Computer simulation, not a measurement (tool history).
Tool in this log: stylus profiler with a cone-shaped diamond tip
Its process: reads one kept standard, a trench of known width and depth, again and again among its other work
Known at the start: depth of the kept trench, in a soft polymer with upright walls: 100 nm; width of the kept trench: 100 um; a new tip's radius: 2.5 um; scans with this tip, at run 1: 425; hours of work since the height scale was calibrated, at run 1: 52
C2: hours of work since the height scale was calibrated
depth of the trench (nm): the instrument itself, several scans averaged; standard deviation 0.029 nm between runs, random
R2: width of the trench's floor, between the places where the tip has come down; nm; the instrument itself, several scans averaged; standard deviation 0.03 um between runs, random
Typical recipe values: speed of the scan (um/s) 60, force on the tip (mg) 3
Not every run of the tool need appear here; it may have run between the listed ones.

run 1 hour=0 | speed_of_the_scan_(um/s)=60 force_on_the_tip_(mg)=3 | scans_with_this_tip=425 C2=52 | depth_of_the_trench_(nm)=101.14 R2=98370
run 2 hour=19 | speed_of_the_scan_(um/s)=60 force_on_the_tip_(mg)=1.21 | scans_with_this_tip=497 C2=61 | depth_of_the_trench_(nm)=100.65 R2=98140
run 3 hour=31.4 | speed_of_the_scan_(um/s)=60 force_on_the_tip_(mg)=2.72 | scans_with_this_tip=545 C2=67 | depth_of_the_trench_(nm)=101.05 R2=98270
run 4 hour=41.9 | speed_of_the_scan_(um/s)=60 force_on_the_tip_(mg)=4.9 | scans_with_this_tip=585 C2=71 | depth_of_the_trench_(nm)=101.56 R2=98370
run 5 hour=51.1 | speed_of_the_scan_(um/s)=60 force_on_the_tip_(mg)=3 | scans_with_this_tip=620 C2=76 | depth_of_the_trench_(nm)=101.12 R2=98330
run 6 hour=70.4 | speed_of_the_scan_(um/s)=60 force_on_the_tip_(mg)=3 | scans_with_this_tip=694 C2=85 | depth_of_the_trench_(nm)=101.15 R2=98270
run 7 hour=81.9 | speed_of_the_scan_(um/s)=60 force_on_the_tip_(mg)=3 | scans_with_this_tip=738 C2=90 | depth_of_the_trench_(nm)=101.08 R2=98310
run 8 hour=92.5 | speed_of_the_scan_(um/s)=60 force_on_the_tip_(mg)=3 | scans_with_this_tip=779 C2=95 | depth_of_the_trench_(nm)=101.14 R2=98300
run 9 hour=103.1 | speed_of_the_scan_(um/s)=60 force_on_the_tip_(mg)=3.11 | scans_with_this_tip=819 C2=100 | depth_of_the_trench_(nm)=101.18 R2=98240
run 10 hour=114.6 | speed_of_the_scan_(um/s)=60 force_on_the_tip_(mg)=3 | scans_with_this_tip=863 C2=105 | depth_of_the_trench_(nm)=101.14 R2=98250
run 11 hour=126.1 | speed_of_the_scan_(um/s)=60 force_on_the_tip_(mg)=3 | scans_with_this_tip=907 C2=111 | depth_of_the_trench_(nm)=101.1 R2=98290
run 12 hour=142.2 | speed_of_the_scan_(um/s)=60 force_on_the_tip_(mg)=3 | scans_with_this_tip=969 C2=118 | depth_of_the_trench_(nm)=101.05 R2=98250
run 13 hour=159.2 | speed_of_the_scan_(um/s)=60 force_on_the_tip_(mg)=3 | scans_with_this_tip=1034 C2=126 | depth_of_the_trench_(nm)=101.1 R2=98330
-- hour=161.3 height scale calibrated on a step standard
run 14 hour=173.9 | speed_of_the_scan_(um/s)=215 force_on_the_tip_(mg)=3 | scans_with_this_tip=1088 C2=6 | depth_of_the_trench_(nm)=101.13 R2=97540
run 15 hour=187.4 | speed_of_the_scan_(um/s)=215 force_on_the_tip_(mg)=3 | scans_with_this_tip=1140 C2=12 | depth_of_the_trench_(nm)=101.08 R2=97550
run 16 hour=199.6 | speed_of_the_scan_(um/s)=215 force_on_the_tip_(mg)=3 | scans_with_this_tip=1186 C2=18 | depth_of_the_trench_(nm)=101.07 R2=97580
run 17 hour=217.2 | speed_of_the_scan_(um/s)=60 force_on_the_tip_(mg)=3 | scans_with_this_tip=1253 C2=26 | depth_of_the_trench_(nm)=101.1 R2=98290
-- hour=221.5 height scale calibrated on a step standard, once more
run 18 hour=228.8 | speed_of_the_scan_(um/s)=60 force_on_the_tip_(mg)=3 | scans_with_this_tip=1296 C2=3 | depth_of_the_trench_(nm)=101.17 R2=98270
run 19 hour=247.6 | speed_of_the_scan_(um/s)=60 force_on_the_tip_(mg)=3 | scans_with_this_tip=1368 C2=12 | depth_of_the_trench_(nm)=101.12 R2=98270
run 20 hour=265.3 | speed_of_the_scan_(um/s)=30 force_on_the_tip_(mg)=3 | scans_with_this_tip=1435 C2=20 | depth_of_the_trench_(nm)=101.14 R2=98400
run 21 hour=275.2 | speed_of_the_scan_(um/s)=60 force_on_the_tip_(mg)=1.31 | scans_with_this_tip=1474 C2=25 | depth_of_the_trench_(nm)=100.67 R2=98120
run 22 hour=289.8 | speed_of_the_scan_(um/s)=60 force_on_the_tip_(mg)=1.31 | scans_with_this_tip=1529 C2=32 | depth_of_the_trench_(nm)=100.67 R2=98100
run 23 hour=305.2 | speed_of_the_scan_(um/s)=60 force_on_the_tip_(mg)=1.31 | scans_with_this_tip=1588 C2=39 | depth_of_the_trench_(nm)=100.63 R2=98110
run 24 hour=322.9 | speed_of_the_scan_(um/s)=60 force_on_the_tip_(mg)=1.31 | scans_with_this_tip=1656 C2=47 | depth_of_the_trench_(nm)=100.66 R2=98080
run 25 hour=342 | speed_of_the_scan_(um/s)=17 force_on_the_tip_(mg)=7.62 | scans_with_this_tip=1729 C2=56 | depth_of_the_trench_(nm)=102.13 R2=98470
run 26 hour=356.7 | speed_of_the_scan_(um/s)=17 force_on_the_tip_(mg)=7.62 | scans_with_this_tip=1785 C2=63 | depth_of_the_trench_(nm)=102.1 R2=98430
run 27 hour=370 | speed_of_the_scan_(um/s)=17 force_on_the_tip_(mg)=7.62 | scans_with_this_tip=1836 C2=69 | depth_of_the_trench_(nm)=102.14 R2=98470

Run 28 has not been measured yet. What should we expect?
run 28 hour=383.1 | speed_of_the_scan_(um/s)=169 force_on_the_tip_(mg)=3.98 | scans_with_this_tip=1886 C2=76 | depth_of_the_trench_(nm)=? R2=?

{"run 28": {"depth of the trench (nm)": 101.33, "R2": 97870}}
Minus the tool's unlogged condition, the same run would have read depth of the trench (nm) 101.35, R2 97980 nm.
